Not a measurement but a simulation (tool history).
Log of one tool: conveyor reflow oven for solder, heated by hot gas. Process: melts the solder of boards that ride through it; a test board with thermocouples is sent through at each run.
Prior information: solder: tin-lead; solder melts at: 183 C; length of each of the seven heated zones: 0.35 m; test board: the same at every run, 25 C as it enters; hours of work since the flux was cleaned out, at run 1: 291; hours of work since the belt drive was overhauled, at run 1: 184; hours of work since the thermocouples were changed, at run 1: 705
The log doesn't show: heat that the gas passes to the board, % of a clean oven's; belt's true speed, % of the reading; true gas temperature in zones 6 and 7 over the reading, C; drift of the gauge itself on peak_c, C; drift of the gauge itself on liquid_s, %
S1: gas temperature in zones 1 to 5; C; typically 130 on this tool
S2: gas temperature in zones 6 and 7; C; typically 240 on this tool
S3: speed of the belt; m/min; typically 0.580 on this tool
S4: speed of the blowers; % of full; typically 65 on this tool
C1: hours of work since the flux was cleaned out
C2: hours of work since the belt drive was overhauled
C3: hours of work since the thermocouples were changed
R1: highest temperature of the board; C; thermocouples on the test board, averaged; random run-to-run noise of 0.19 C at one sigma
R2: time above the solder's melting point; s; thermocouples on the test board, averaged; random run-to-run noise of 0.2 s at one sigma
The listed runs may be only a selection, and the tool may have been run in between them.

{"run": 1, "day": 0.0, "S1": 130, "S2": 240, "S3": 0.58, "S4": 65, "C1": 291, "C2": 184, "C3": 705, "R1": 211.7, "R2": 45.4}
{"run": 2, "day": 0.604, "S1": 130, "S2": 240, "S3": 0.58, "S4": 65, "C1": 297, "C2": 190, "C3": 712, "R1": 211.5, "R2": 45.1}
{"run": 3, "day": 1.258, "S1": 130, "S2": 240, "S3": 0.58, "S4": 65, "C1": 305, "C2": 198, "C3": 719, "R1": 211.7, "R2": 45.5}
{"run": 4, "day": 2.138, "S1": 130, "S2": 240, "S3": 0.58, "S4": 65, "C1": 314, "C2": 207, "C3": 729, "R1": 211.2, "R2": 45.4}
{"run": 5, "day": 2.504, "S1": 130, "S2": 240, "S3": 0.58, "S4": 65, "C1": 318, "C2": 212, "C3": 733, "R1": 211.6, "R2": 44.9}
{"run": 6, "day": 3.062, "S1": 130, "S2": 253, "S3": 0.58, "S4": 65, "C1": 325, "C2": 218, "C3": 739, "R1": 221.9, "R2": 53.4}
{"run": 7, "day": 3.779, "S1": 130, "S2": 240, "S3": 0.58, "S4": 65, "C1": 333, "C2": 226, "C3": 747, "R1": 211.7, "R2": 44.9}
{"run": 8, "day": 4.592, "S1": 130, "S2": 231, "S3": 0.58, "S4": 65, "C1": 342, "C2": 235, "C3": 756, "R1": 204.2, "R2": 37.5}
{"run": 9, "day": 5.292, "S1": 130, "S2": 231, "S3": 0.58, "S4": 65, "C1": 349, "C2": 243, "C3": 764, "R1": 204.3, "R2": 37.4}
{"run": 10, "day": 5.679, "S1": 130, "S2": 240, "S3": 0.58, "S4": 65, "C1": 354, "C2": 247, "C3": 768, "R1": 211.5, "R2": 44.6}
{"run": 11, "day": 6.325, "S1": 130, "S2": 240, "S3": 0.58, "S4": 65, "C1": 361, "C2": 254, "C3": 775, "R1": 210.9, "R2": 44.6}
{"run": 12, "day": 6.742, "S1": 130, "S2": 240, "S3": 0.58, "S4": 65, "C1": 365, "C2": 259, "C3": 780, "R1": 211.4, "R2": 44.6}
{"run": 13, "day": 7.142, "S1": 130, "S2": 244, "S3": 0.58, "S4": 65, "C1": 370, "C2": 263, "C3": 784, "R1": 214.1, "R2": 47.2}
{"run": 14, "day": 7.812, "S1": 130, "S2": 235, "S3": 0.58, "S4": 65, "C1": 377, "C2": 270, "C3": 792, "R1": 206.9, "R2": 40.4}
{"run": 15, "day": 8.625, "S1": 130, "S2": 240, "S3": 0.58, "S4": 65, "C1": 386, "C2": 279, "C3": 801, "R1": 210.8, "R2": 43.8}
{"run": 16, "day": 9.283, "S1": 122, "S2": 240, "S3": 0.654, "S4": 77, "C1": 394, "C2": 287, "C3": 808, "R1": 205.1, "R2": 31.3}
{"run": 17, "day": 9.862, "S1": 123, "S2": 253, "S3": 0.636, "S4": 68, "C1": 400, "C2": 293, "C3": 815, "R1": 214.5, "R2": 41.5}
{"run": 18, "day": 10.7, "S1": 130, "S2": 253, "S3": 0.636, "S4": 89, "C1": 409, "C2": 302, "C3": 824, "R1": 220.8, "R2": 48.4}

The next listed run, before its measurement:
{"run": 19, "day": 11.3, "S1": 141, "S2": 240, "S3": 0.668, "S4": 65, "C1": 416, "C2": 309, "C3": 830, "R1": "?", "R2": "?"}

Run 19 measured R1 207.0 C, R2 36.8 s.
Minus the tool's unlogged condition, the same run would have read R1 211.1 C, R2 41.2 s.

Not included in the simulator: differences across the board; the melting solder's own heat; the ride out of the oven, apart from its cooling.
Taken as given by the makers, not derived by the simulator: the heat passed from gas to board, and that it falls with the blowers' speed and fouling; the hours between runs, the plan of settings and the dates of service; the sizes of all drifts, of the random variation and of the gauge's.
